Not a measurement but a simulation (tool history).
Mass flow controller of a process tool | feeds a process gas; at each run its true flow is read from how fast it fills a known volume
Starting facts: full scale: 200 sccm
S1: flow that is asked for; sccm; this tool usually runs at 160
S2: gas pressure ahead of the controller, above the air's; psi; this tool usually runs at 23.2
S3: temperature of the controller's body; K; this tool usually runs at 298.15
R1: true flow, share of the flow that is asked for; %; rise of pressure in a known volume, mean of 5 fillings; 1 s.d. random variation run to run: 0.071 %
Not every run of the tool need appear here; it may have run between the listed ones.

Run 1, hour 0: usual settings. Result: R1 100.81 %.
Run 2, hour 330.3: usual settings. Result: R1 100.92 %.
Run 3, hour 596: usual settings. Result: R1 101.05 %.
Run 4, hour 989.5: usual settings. Result: R1 101.06 %.
Run 5, hour 1397.3: usual settings. Result: R1 101.14 %.
Run 6, hour 1767.3: usual settings. Result: R1 101.37 %.
Run 7, hour 1957.3: usual settings but S3 294.15 K. Result: R1 101.03 %.
Run 8, hour 2394: usual settings but S1 51 sccm. Result: R1 101.24 %.
Run 9, hour 2692.7: usual settings but S2 33.1 psi. Result: R1 100.97 %.
Run 10, hour 2904.6: usual settings but S2 33.1 psi. Result: R1 100.99 %.
Run 11, hour 3118.3: usual settings but S2 33.1 psi. Result: R1 101.05 %.
Run 12, hour 3490.8: usual settings but S2 25.5 psi. Result: R1 101.6 %.
Run 13, hour 3911.5: usual settings but S2 25.5 psi, S3 306.15 K. Result: R1 102.09 %.
Run 14, hour 4252.5: usual settings. Result: R1 101.88 %.
Run 15, hour 4540.4: usual settings. Result: R1 101.84 %.
Run 16, hour 4934.3: usual settings. Result: R1 101.94 %.
Run 17, hour 5171.5: usual settings. Result: R1 101.83 %.
At hour 5487.8: controller's zero set anew.
Run 18, hour 5568.2: usual settings but S2 23.6 psi. Result: R1 101.41 %.
Run 19, hour 5929.3: usual settings but S2 23.6 psi. Result: R1 101.43 %.
Run 20, hour 6177.4: usual settings but S2 23.6 psi. Result: R1 101.64 %.
Run 21, hour 6607.1: usual settings but S2 23.6 psi. Result: R1 101.66 %.
Run 22, hour 6932.8: usual settings but S1 28 sccm, S2 40 psi, S3 299.15 K. Result: R1 100.39 %.
Run 23, hour 7330: usual settings but S1 28 sccm, S2 40 psi, S3 299.15 K. Result: R1 100.49 %.
Run 24, hour 7740.3: usual settings but S1 28 sccm, S2 32.6 psi, S3 299.15 K. Result: R1 101.22 %.
At hour 7945.5: controller exchanged for a calibrated one.
Run 25, hour 7976.7: usual settings but S1 28 sccm, S2 32.6 psi, S3 299.15 K. Result: R1 98.17 %.
Run 26, hour 8371.9: usual settings but S1 28 sccm, S2 32.6 psi, S3 299.15 K. Result: R1 98.3 %.
Run 27, hour 8815.8: usual settings but S1 28 sccm, S2 38.1 psi, S3 299.15 K. Result: R1 98.22 %.
Run 28, hour 9063.1: usual settings but S1 28 sccm, S2 33.8 psi, S3 309.15 K. Result: R1 99.23 %.
Run 29, hour 9428.2: usual settings but S1 135 sccm, S2 39.9 psi, S3 300.15 K. Result: R1 99.3 %.
Run 30, hour 9880.9: usual settings but S1 135 sccm, S2 39.9 psi, S3 308.15 K. Result: R1 99.88 %.
Run 31, hour 10152.9: usual settings but S1 34 sccm, S2 36.5 psi. Result: R1 98.92 %.
Run 32, hour 10500: usual settings but S2 40 psi, S3 304.15 K. Result: R1 100 %.
Run 33, hour 10789.7: usual settings but S2 32.2 psi. Result: R1 100.02 %.
Run 34, hour 11048.8: usual settings but S1 27 sccm, S2 20.7 psi, S3 311.15 K. Result: R1 100.74 %.
Run 35, hour 11426: usual settings but S1 27 sccm, S2 20.7 psi, S3 311.15 K. Result: R1 100.95 %.
Run 36, hour 11783.6: usual settings but S3 297.15 K. Result: R1 100.5 %.
Run 37, hour 12222.1: usual settings but S2 28.7 psi, S3 310.15 K. Result: R1 101.05 %.
Run 38, hour 12666.7: usual settings but S2 28.7 psi, S3 310.15 K. Result: R1 101.13 %.
Run 39, hour 13050.7: usual settings but S2 28.7 psi, S3 310.15 K. Result: R1 101.27 %.
Run 40, hour 13384: usual settings but S2 32.8 psi, S3 303.15 K. Result: R1 100.69 %.
Run 41, hour 13575.5: usual settings but S1 76 sccm, S2 33.6 psi, S3 304.15 K. Result: R1 100.35 %.
Run 42, hour 13894.5: usual settings but S1 22 sccm, S2 22.8 psi, S3 304.15 K. Result: R1 101.8 %.

Forecast each of these 3 alternatives for the next run:
Run A, hour 14112.7: usual settings but S1 56 sccm, S2 22.8 psi, S3 293.15 K. Result: R1 ?.
Run B, hour 14112.7: usual settings but S1 86 sccm, S2 39.5 psi, S3 310.15 K. Result: R1 ?.
Run C, hour 14112.7: usual settings but S1 22 sccm, S2 24.2 psi, S3 301.15 K. Result: R1 ?.

run      R1
  A   100.3
  B  100.59
  C  101.74
Without the tool's unlogged condition, the same runs would have read:
run     R1
  A  98.57
  B  99.17
  C  98.65

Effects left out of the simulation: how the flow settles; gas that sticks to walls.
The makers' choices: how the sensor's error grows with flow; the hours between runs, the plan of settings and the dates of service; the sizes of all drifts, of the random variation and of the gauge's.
